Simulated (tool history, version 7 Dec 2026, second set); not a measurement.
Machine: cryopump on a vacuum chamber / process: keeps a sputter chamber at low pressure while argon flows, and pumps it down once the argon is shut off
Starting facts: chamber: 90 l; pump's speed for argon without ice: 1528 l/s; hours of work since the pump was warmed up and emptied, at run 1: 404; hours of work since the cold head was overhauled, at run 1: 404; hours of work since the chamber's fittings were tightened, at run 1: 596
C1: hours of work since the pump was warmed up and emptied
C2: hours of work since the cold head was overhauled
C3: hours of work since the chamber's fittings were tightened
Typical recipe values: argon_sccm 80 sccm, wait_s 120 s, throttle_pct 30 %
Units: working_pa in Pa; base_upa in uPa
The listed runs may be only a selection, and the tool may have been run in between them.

Run 1, hour 0: usual settings; C1 404; C2 404; C3 596. Result: working_pa 0.3114 Pa, base_upa 0.86 uPa.
Run 2, hour 23.1: usual settings; C1 420; C2 420; C3 612. Result: working_pa 0.3123 Pa, base_upa 0.9 uPa.
Run 3, hour 69.9: usual settings; C1 452; C2 452; C3 644. Result: working_pa 0.3127 Pa, base_upa 0.94 uPa.
Run 4, hour 101.7: usual settings but throttle_pct 15 %; C1 474; C2 474; C3 666. Result: working_pa 0.6074 Pa, base_upa 0.98 uPa.
At hour 127.5: pump warmed up, emptied and cooled again.
Run 5, hour 127.5: usual settings but throttle_pct 15 %; C1 0; C2 488; C3 680. Result: working_pa 0.5914 Pa, base_upa 0.89 uPa.
Run 6, hour 175.6: usual settings; C1 33; C2 521; C3 713. Result: working_pa 0.2988 Pa, base_upa 0.88 uPa.
Run 7, hour 203: usual settings; C1 52; C2 539; C3 732. Result: working_pa 0.2997 Pa, base_upa 0.9 uPa.
Run 8, hour 244.4: usual settings; C1 80; C2 568; C3 761. Result: working_pa 0.2985 Pa, base_upa 0.91 uPa.
Run 9, hour 281.5: usual settings; C1 106; C2 593; C3 786. Result: working_pa 0.3015 Pa, base_upa 0.91 uPa.
Run 10, hour 308.9: usual settings but wait_s 26 s; C1 124; C2 612; C3 805. Result: working_pa 0.3031 Pa, base_upa 2.25 uPa.
Run 11, hour 331.3: usual settings but wait_s 26 s; C1 140; C2 627; C3 820. Result: working_pa 0.3021 Pa, base_upa 2.18 uPa.
Run 12, hour 376.4: usual settings; C1 171; C2 658; C3 851. Result: working_pa 0.3011 Pa, base_upa 0.94 uPa.
Run 13, hour 420.9: usual settings; C1 201; C2 689; C3 881. Result: working_pa 0.3027 Pa, base_upa 0.96 uPa.
Run 14, hour 465.9: usual settings; C1 232; C2 720; C3 912. Result: working_pa 0.3044 Pa, base_upa 1 uPa.
Run 15, hour 494.1: usual settings; C1 251; C2 739; C3 932. Result: working_pa 0.306 Pa, base_upa 1.03 uPa.
Run 16, hour 539.8: usual settings but argon_sccm 60 sccm; C1 283; C2 770; C3 963. Result: working_pa 0.2314 Pa, base_upa 1.05 uPa.
Run 17, hour 586.2: usual settings but argon_sccm 60 sccm; C1 314; C2 802; C3 995. Result: working_pa 0.2319 Pa, base_upa 1.06 uPa.
Run 18, hour 633.7: usual settings but argon_sccm 72 sccm, wait_s 238 s; C1 347; C2 835; C3 1027. Result: working_pa 0.2772 Pa, base_upa 0.94 uPa.
Run 19, hour 672.9: usual settings but argon_sccm 133 sccm, wait_s 238 s, throttle_pct 18 %; C1 374; C2 861; C3 1054. Result: working_pa 0.839 Pa, base_upa 0.93 uPa.
Run 20, hour 714.1: usual settings but argon_sccm 133 sccm, wait_s 238 s, throttle_pct 18 %; C1 402; C2 890; C3 1082. Result: working_pa 0.8397 Pa, base_upa 0.98 uPa.
Run 21, hour 740.2: usual settings but argon_sccm 133 sccm, wait_s 238 s, throttle_pct 18 %; C1 420; C2 908; C3 1100. Result: working_pa 0.8422 Pa, base_upa 0.98 uPa.
Run 22, hour 778.8: usual settings but argon_sccm 86 sccm, wait_s 89 s, throttle_pct 44 %; C1 446; C2 934; C3 1127. Result: working_pa 0.2337 Pa, base_upa 1.28 uPa.
Run 23, hour 827.3: usual settings but argon_sccm 34 sccm, wait_s 29 s; C1 479; C2 967; C3 1160. Result: working_pa 0.1339 Pa, base_upa 2.26 uPa.
At hour 846.6: pump warmed up, emptied and cooled again.
Run 24, hour 869.2: usual settings but argon_sccm 77 sccm; C1 15; C2 992; C3 1185. Result: working_pa 0.2855 Pa, base_upa 1.05 uPa.
Run 25, hour 895.7: usual settings but argon_sccm 77 sccm; C1 34; C2 1011; C3 1203. Result: working_pa 0.288 Pa, base_upa 1.11 uPa.
Run 26, hour 940: usual settings but argon_sccm 104 sccm, wait_s 49 s; C1 64; C2 1041; C3 1234. Result: working_pa 0.39 Pa, base_upa 1.61 uPa.
Run 27, hour 963.1: usual settings but argon_sccm 104 sccm, wait_s 49 s; C1 80; C2 1057; C3 1249. Result: working_pa 0.3903 Pa, base_upa 1.59 uPa.
Run 28, hour 986: usual settings but wait_s 22 s, throttle_pct 26 %; C1 96; C2 1073; C3 1265. Result: working_pa 0.3466 Pa, base_upa 2.73 uPa.
Run 29, hour 1018: usual settings but wait_s 22 s, throttle_pct 26 %; C1 117; C2 1094; C3 1287. Result: working_pa 0.3477 Pa, base_upa 2.71 uPa.
Run 30, hour 1064.7: usual settings but throttle_pct 19 %; C1 149; C2 1126; C3 1319. Result: working_pa 0.472 Pa, base_upa 1.16 uPa.
Run 31, hour 1093.6: usual settings but argon_sccm 96 sccm, throttle_pct 59 %; C1 169; C2 1146; C3 1339. Result: working_pa 0.1887 Pa, base_upa 1.14 uPa.
Run 32, hour 1134.7: usual settings but argon_sccm 101 sccm, wait_s 235 s, throttle_pct 15 %; C1 197; C2 1174; C3 1367. Result: working_pa 0.7586 Pa, base_upa 1.05 uPa.
Run 33, hour 1155.9: usual settings but argon_sccm 101 sccm, wait_s 156 s, throttle_pct 15 %; C1 212; C2 1189; C3 1382. Result: working_pa 0.7603 Pa, base_upa 1.16 uPa.

Same runs, no hidden state in the tool, same run-to-run variation:
Unlogged tool condition in this case: pump's speed, % of a pump's without ice; cold plate's temperature, K; leak into the chamber, uPa l/s; drift of the gauge itself on working_pa, %; drift of the gauge itself on base_upa, %.
run  working_pa  base_upa
  1       0.296      0.52
  2      0.2963      0.55
  3      0.2954      0.56
  4      0.5893      0.59
  5      0.5894      0.59
  6      0.2958      0.56
  7      0.2962      0.56
  8      0.2941      0.56
  9      0.2963      0.55
 10      0.2972      1.86
 11      0.2958      1.79
 12      0.2937      0.52
 13      0.2942      0.54
 14      0.2947      0.54
 15      0.2957      0.55
 16      0.2228      0.55
 17      0.2224      0.54
 18      0.2648       0.4
 19      0.8146      0.38
 20      0.8135      0.39
 21      0.8149      0.38
 22      0.2151      0.67
 23      0.1259      1.63
 24      0.2825      0.51
 25      0.2844      0.56
 26      0.3839      1.04
 27      0.3834      1.01
 28      0.3408      2.13
 29      0.3412      2.11
 30      0.4645      0.53
 31       0.179      0.51
 32      0.7471      0.38
 33       0.748      0.48

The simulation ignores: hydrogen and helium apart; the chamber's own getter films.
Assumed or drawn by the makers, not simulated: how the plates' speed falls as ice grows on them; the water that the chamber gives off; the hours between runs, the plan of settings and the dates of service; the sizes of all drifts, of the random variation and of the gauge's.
